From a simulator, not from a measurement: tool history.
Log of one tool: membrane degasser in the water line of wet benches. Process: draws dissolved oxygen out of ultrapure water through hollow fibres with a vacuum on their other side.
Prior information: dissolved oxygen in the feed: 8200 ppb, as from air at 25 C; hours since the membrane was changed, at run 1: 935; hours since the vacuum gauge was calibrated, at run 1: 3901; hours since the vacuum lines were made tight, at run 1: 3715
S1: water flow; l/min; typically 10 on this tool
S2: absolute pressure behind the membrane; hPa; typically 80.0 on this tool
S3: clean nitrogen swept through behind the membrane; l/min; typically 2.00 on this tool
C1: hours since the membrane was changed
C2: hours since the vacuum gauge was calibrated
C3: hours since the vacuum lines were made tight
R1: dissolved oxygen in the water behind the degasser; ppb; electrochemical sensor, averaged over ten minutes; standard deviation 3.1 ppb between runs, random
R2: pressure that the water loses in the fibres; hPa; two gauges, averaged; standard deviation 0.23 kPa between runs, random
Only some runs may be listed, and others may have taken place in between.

run   hour  S1     S2    S3    C1    C2    C3     R1     R2
  1    0.0  10   80.0  2.00   935  3901  3715  312.3  567.3
  2   43.9  10   65.1  2.00   979  3945  3759  299.4  571.5
  3  112.5  10   80.0  2.00  1047  4013  3827  317.6  573.4
  4  176.5  10   80.0  0.97  1111  4077  3892  364.7  575.2
  5  217.4   9   80.0  2.00  1152  4118  3932  263.6  518.0
  6  267.3   9   80.0  2.00  1202  4168  3982  264.1  516.4
  7  306.7  13   80.0  2.00  1241  4207  4022  473.7  748.6
  8  348.2  13   93.4  2.16  1283  4249  4063  479.3  750.4
     364.7  -- vacuum gauge calibrated
  9  411.2  14  133.4  1.75  1345    46  4126  617.2  810.0
 10  468.5   8  133.4  1.75  1403   104  4183  274.5  462.9
 11  500.7  15   80.0  2.00  1435   136  4215  572.9  866.6

Predict the results of run 12:
 12  561.8  15  80.0  2.00  1496  197  4276   ?   ?

R1: 566.1 ppb
R2: 873.6 hPa
Minus the tool's unlogged condition, the same run would have read R1 565.9 ppb, R2 856.5 hPa.
